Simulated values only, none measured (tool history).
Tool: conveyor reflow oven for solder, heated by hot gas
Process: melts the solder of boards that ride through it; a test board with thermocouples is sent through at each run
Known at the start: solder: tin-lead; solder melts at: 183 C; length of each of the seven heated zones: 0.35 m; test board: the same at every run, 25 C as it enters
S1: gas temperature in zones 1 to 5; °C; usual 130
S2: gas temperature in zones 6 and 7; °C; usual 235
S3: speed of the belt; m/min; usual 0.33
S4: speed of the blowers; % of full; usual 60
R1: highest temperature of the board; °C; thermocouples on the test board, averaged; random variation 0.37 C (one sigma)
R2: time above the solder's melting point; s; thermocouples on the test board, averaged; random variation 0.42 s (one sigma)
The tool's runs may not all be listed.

run    hour   S1   S2     S3  S4     R1     R2
  1       0  130  235   0.33  60  221.6  101.5
  2    62.4  130  235   0.33  60  221.3  102.2
  3   130.1  139  235   0.33  60  222.6  107.7
  4   218.3  139  235   0.33  60  222.2  103.8
  5     298  139  235   0.33  60  221.5  103.3
  6   343.6  139  235   0.33  60  221.7  103.8
  7   422.7  139  235   0.33  60  221.8  104.4
  8   478.5  139  235   0.33  60  223.4  105.4
  9   537.3  130  235   0.33  83  226.2  105.2
 10     576  143  235   0.33  60  222.9  107.6
 11   618.2  130  235   0.33  55  220.9   98.2
 12   673.1  130  235   0.33  55  220.4   97.8
 13     714  130  235  0.287  60  225.4  120.4
 14   755.2  130  235  0.287  60  225.6  120.7
 15   806.5  130  235  0.287  60  225.4  121.2
 16   850.6  118  247  0.265  79  240.5  141.1
 17   928.1  131  245  0.377  82  231.4   95.6
 18  1009.8  131  245  0.377  82  231.5   95.9
 19  1076.7  131  245  0.377  82  231.2   95.5
 20  1149.4  130  233   0.33  60    219   96.5
 21  1222.5  130  233   0.33  60  219.2   97.8
 22  1303.3  141  228  0.288  70  219.5  121.7
 23  1350.9  130  235   0.33  54  219.6   96.4
 24  1424.9  129  235   0.33  54  221.6   99.9
 25  1495.8  132  238   0.33  54  224.5  104.9
 26  1549.9  132  238   0.33  54  224.2  104.7
 27  1632.3  133  231  0.289  53  221.5  118.2
 28  1713.8  130  233  0.312  61  221.9  108.3
 29    1781  130  226   0.33  72  216.4   96.1

Taken out of this log: 11 entries between the listed runs. Where each belongs, and how the hidden state differs across it:
Between runs 3 and 4: belt drive overhauled, speed set with a stopwatch (hour 149.5); flux residue cleaned out of gas plates and filters (hour 175.1)
  heat that the gas passes to the board, % of a clean oven's: 95.7 -> 98.8; belt's true speed, % of the reading: 97.14 -> 100.02; true gas temperature in zones 6 and 7 over the reading, C: -1.44 -> -1.62
  measured less the result without the state, R1: -1.2 -> -1.7 °C; R2: +2 -> -1.8 s
Between runs 6 and 7: flux residue cleaned out of gas plates and filters (hour 380.5)
  heat that the gas passes to the board, % of a clean oven's: 96 -> 98.9; belt's true speed, % of the reading: 99.82 -> 99.69; true gas temperature in zones 6 and 7 over the reading, C: -1.88 -> -2.05
  measured less the result without the state, R1: -2.3 -> -2 °C; R2: -2.3 -> -1.7 s
Between runs 7 and 8: thermocouples of zones 6 and 7 changed (hour 457.3)
  heat that the gas passes to the board, % of a clean oven's: 98.9 -> 97.7; belt's true speed, % of the reading: 99.69 -> 99.61; true gas temperature in zones 6 and 7 over the reading, C: -2.05 -> -0.33
  measured less the result without the state, R1: -2 -> -0.5 °C; R2: -1.7 -> -0.2 s
Between runs 10 and 11: flux residue cleaned out of gas plates and filters (hour 588.3)
  heat that the gas passes to the board, % of a clean oven's: 95.5 -> 99.2; belt's true speed, % of the reading: 99.44 -> 99.38; true gas temperature in zones 6 and 7 over the reading, C: -0.56 -> -0.63
  measured less the result without the state, R1: -1 -> -0.5 °C; R2: -0.5 -> +0 s
Between runs 14 and 15: flux residue cleaned out of gas plates and filters (hour 793.5)
  heat that the gas passes to the board, % of a clean oven's: 96 -> 99.5; belt's true speed, % of the reading: 99.15 -> 99.07; true gas temperature in zones 6 and 7 over the reading, C: -0.95 -> -1.06
  measured less the result without the state, R1: -1.2 -> -0.8 °C; R2: -0.4 -> +0.4 s
Between runs 17 and 18: flux residue cleaned out of gas plates and filters (hour 1003.3)
  heat that the gas passes to the board, % of a clean oven's: 96.6 -> 98.6; belt's true speed, % of the reading: 98.89 -> 98.77; true gas temperature in zones 6 and 7 over the reading, C: -1.34 -> -1.53
  measured less the result without the state, R1: -1.7 -> -1.3 °C; R2: -0.2 -> +0.2 s
Between runs 20 and 21: flux residue cleaned out of gas plates and filters (hour 1211.2)
  heat that the gas passes to the board, % of a clean oven's: 95.2 -> 98.9; belt's true speed, % of the reading: 98.54 -> 98.44; true gas temperature in zones 6 and 7 over the reading, C: -1.85 -> -2
  measured less the result without the state, R1: -2.1 -> -1.6 °C; R2: -1 -> -0.2 s
Between runs 23 and 24: thermocouples of zones 6 and 7 changed (hour 1362.6); flux residue cleaned out of gas plates and filters (hour 1419)
  heat that the gas passes to the board, % of a clean oven's: 95.9 -> 99.7; belt's true speed, % of the reading: 98.24 -> 98.12; true gas temperature in zones 6 and 7 over the reading, C: -2.3 -> 0.4
  measured less the result without the state, R1: -2.2 -> +0.9 °C; R2: -0.9 -> +3.1 s
Between runs 26 and 27: flux residue cleaned out of gas plates and filters (hour 1625.2)
  heat that the gas passes to the board, % of a clean oven's: 96.9 -> 99.7; belt's true speed, % of the reading: 97.92 -> 97.8; true gas temperature in zones 6 and 7 over the reading, C: 0.13 -> -0.06
  measured less the result without the state, R1: +0.3 -> +0.4 °C; R2: +2.6 -> +3.4 s

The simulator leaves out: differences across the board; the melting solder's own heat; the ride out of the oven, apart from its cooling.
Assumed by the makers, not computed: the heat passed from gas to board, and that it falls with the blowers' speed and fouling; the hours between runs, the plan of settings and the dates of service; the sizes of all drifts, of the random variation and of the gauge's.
